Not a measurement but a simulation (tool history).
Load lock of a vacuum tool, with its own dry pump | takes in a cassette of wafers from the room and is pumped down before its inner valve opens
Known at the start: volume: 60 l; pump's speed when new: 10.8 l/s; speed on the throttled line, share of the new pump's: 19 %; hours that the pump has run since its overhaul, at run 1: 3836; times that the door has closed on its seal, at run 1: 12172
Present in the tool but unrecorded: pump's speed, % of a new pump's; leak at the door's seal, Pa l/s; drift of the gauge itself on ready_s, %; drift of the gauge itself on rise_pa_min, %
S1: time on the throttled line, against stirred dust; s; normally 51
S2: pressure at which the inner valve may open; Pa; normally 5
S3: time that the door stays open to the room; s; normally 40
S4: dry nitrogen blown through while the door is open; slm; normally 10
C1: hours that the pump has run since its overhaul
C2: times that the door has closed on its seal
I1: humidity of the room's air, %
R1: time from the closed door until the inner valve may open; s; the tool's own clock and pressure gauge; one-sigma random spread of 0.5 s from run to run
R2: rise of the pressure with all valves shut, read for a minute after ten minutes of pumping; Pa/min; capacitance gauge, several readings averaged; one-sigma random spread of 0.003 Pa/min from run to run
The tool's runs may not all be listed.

Run 1, hour 0: usual settings; C1 3836; C2 12172; I1 48.3. Result: R1 97.3 s, R2 0.056 Pa/min.
Run 2, hour 257.7: usual settings but S4 4 slm; C1 4094; C2 12990; I1 44.3. Result: R1 98.6 s, R2 0.058 Pa/min.
Run 3, hour 467.9: usual settings but S3 39 s; C1 4304; C2 13657; I1 39.5. Result: R1 99 s, R2 0.053 Pa/min.
Run 4, hour 631.5: usual settings but S3 39 s; C1 4468; C2 14176; I1 41.5. Result: R1 98.1 s, R2 0.055 Pa/min.
Run 5, hour 872.3: usual settings but S3 39 s; C1 4709; C2 14940; I1 44.3. Result: R1 98.7 s, R2 0.06 Pa/min.
Run 6, hour 1054.9: usual settings but S3 39 s; C1 4891; C2 15519; I1 47.1. Result: R1 99.7 s, R2 0.066 Pa/min.
Run 7, hour 1193.4: usual settings but S3 39 s; C1 5030; C2 15959; I1 40.9. Result: R1 98.3 s, R2 0.058 Pa/min.
Run 8, hour 1433.4: usual settings; C1 5270; C2 16720; I1 46. Result: R1 98.6 s, R2 0.067 Pa/min.
Run 9, hour 1684.5: usual settings but S4 11 slm; C1 5521; C2 17517; I1 46.5. Result: R1 99 s, R2 0.077 Pa/min.
Run 10, hour 1842.6: usual settings; C1 5679; C2 18019; I1 44. Result: R1 98.7 s, R2 0.07 Pa/min.
Run 11, hour 2115.2: usual settings but S2 4 Pa; C1 5952; C2 18884; I1 43.2. Result: R1 100.7 s, R2 0.08 Pa/min.
Run 12, hour 2278.3: usual settings; C1 6115; C2 19401; I1 46.2. Result: R1 99.9 s, R2 0.074 Pa/min.
Run 13, hour 2577.1: usual settings; C1 6414; C2 20349; I1 50.4. Result: R1 98.9 s, R2 0.079 Pa/min.
Run 14, hour 2707.9: usual settings but S4 5 slm; C1 6544; C2 20764; I1 44.5. Result: R1 99.8 s, R2 0.086 Pa/min.
Run 15, hour 2917.5: usual settings; C1 6754; C2 21429; I1 49.7. Result: R1 100.6 s, R2 0.09 Pa/min.
Run 16, hour 3117: usual settings; C1 6953; C2 22062; I1 45.1. Result: R1 99.1 s, R2 0.092 Pa/min.
Run 17, hour 3334.2: usual settings; C1 7171; C2 22751; I1 45.8. Result: R1 100.5 s, R2 0.092 Pa/min.
Run 18, hour 3541.1: usual settings; C1 7378; C2 23408; I1 44.2. Result: R1 100.6 s, R2 0.093 Pa/min.
Run 19, hour 3814.5: usual settings but S3 169 s; C1 7651; C2 24275; I1 48.1. Result: R1 99.8 s, R2 0.13 Pa/min.
Run 20, hour 3980.7: usual settings but S3 169 s; C1 7817; C2 24802; I1 44. Result: R1 100.3 s, R2 0.13 Pa/min.
Run 21, hour 4170.1: usual settings but S3 169 s; C1 8006; C2 25403; I1 45.9. Result: R1 99.7 s, R2 0.138 Pa/min.
Run 22, hour 4442.6: usual settings but S3 169 s; C1 8279; C2 26268; I1 44.2. Result: R1 100.5 s, R2 0.14 Pa/min.
Run 23, hour 4713: usual settings but S3 169 s; C1 8549; C2 27126; I1 46.7. Result: R1 99.5 s, R2 0.144 Pa/min.
Run 24, hour 4990.1: usual settings but S1 92 s, S3 95 s, S4 39 slm; C1 8827; C2 28005; I1 46.1. Result: R1 134 s, R2 0.119 Pa/min.
Run 25, hour 5216.8: usual settings but S1 49 s, S3 62 s, S4 11 slm; C1 9053; C2 28724; I1 43.7. Result: R1 99.3 s, R2 0.13 Pa/min.
Run 26, hour 5485.9: usual settings but S1 49 s, S3 62 s, S4 11 slm; C1 9322; C2 29578; I1 46.9. Result: R1 100 s, R2 0.138 Pa/min.
Run 27, hour 5616.7: usual settings but S1 49 s, S3 62 s, S4 11 slm; C1 9453; C2 29993; I1 49.8. Result: R1 99.5 s, R2 0.136 Pa/min.
Run 28, hour 5744.1: usual settings but S4 17 slm; C1 9580; C2 30397; I1 43.8. Result: R1 100.5 s, R2 0.133 Pa/min.
Run 29, hour 5884.9: usual settings but S4 17 slm; C1 9721; C2 30844; I1 43.2. Result: R1 100.7 s, R2 0.134 Pa/min.
Run 30, hour 6180.2: usual settings but S1 35 s, S4 22 slm; C1 10017; C2 31781; I1 42.8. Result: R1 88.7 s, R2 0.129 Pa/min.
Run 31, hour 6330.3: usual settings but S1 35 s, S2 6 Pa, S3 147 s, S4 22 slm; C1 10167; C2 32257; I1 48.5. Result: R1 87.7 s, R2 0.164 Pa/min.
Run 32, hour 6558.1: usual settings but S1 35 s, S3 132 s, S4 22 slm; C1 10394; C2 32980; I1 41.5. Result: R1 88.5 s, R2 0.156 Pa/min.
Run 33, hour 6857.5: usual settings but S1 35 s, S3 114 s, S4 11 slm; C1 10694; C2 33930; I1 47.6. Result: R1 88.8 s, R2 0.164 Pa/min.
Run 34, hour 7163.5: usual settings but S1 75 s, S2 7 Pa, S3 114 s, S4 11 slm; C1 11000; C2 34901; I1 48.3. Result: R1 118.5 s, R2 0.177 Pa/min.
Run 35, hour 7416: usual settings but S1 75 s, S2 10 Pa, S3 61 s, S4 6 slm; C1 11252; C2 35702; I1 44.9. Result: R1 115.7 s, R2 0.169 Pa/min.
Run 36, hour 7623.2: usual settings but S1 76 s, S2 10 Pa, S3 25 s, S4 6 slm; C1 11460; C2 36359; I1 44.4. Result: R1 117.5 s, R2 0.165 Pa/min.
Run 37, hour 7811.9: usual settings but S1 76 s, S2 10 Pa, S3 58 s, S4 14 slm; C1 11648; C2 36958; I1 45. Result: R1 116.6 s, R2 0.165 Pa/min.

Per-run results on a tool with no hidden state, each run keeping its own random variation:
run     R1     R2
  1   95.9  0.026
  2   97.1  0.026
  3   97.4   0.02
  4   96.4   0.02
  5   96.9  0.022
  6   97.8  0.027
  7   96.4  0.016
  8   96.6  0.022
  9   96.9  0.029
 10   96.5   0.02
 11   98.3  0.026
 12   97.5  0.019
 13   96.4   0.02
 14   97.2  0.025
 15   97.9  0.027
 16   96.3  0.026
 17   97.6  0.023
 18   97.6   0.02
 19   96.7  0.055
 20   97.1  0.051
 21   96.4  0.057
 22   97.1  0.054
 23     96  0.056
 24  130.8  0.025
 25   95.4   0.03
 26   95.9  0.035
 27   95.4  0.031
 28   96.5  0.025
 29   96.6  0.023
 30   84.1  0.015
 31   83.2  0.047
 32   83.7  0.036
 33   83.8  0.038
 34  114.4  0.047
 35  111.8  0.033
 36  113.5  0.024
 37  112.5  0.023

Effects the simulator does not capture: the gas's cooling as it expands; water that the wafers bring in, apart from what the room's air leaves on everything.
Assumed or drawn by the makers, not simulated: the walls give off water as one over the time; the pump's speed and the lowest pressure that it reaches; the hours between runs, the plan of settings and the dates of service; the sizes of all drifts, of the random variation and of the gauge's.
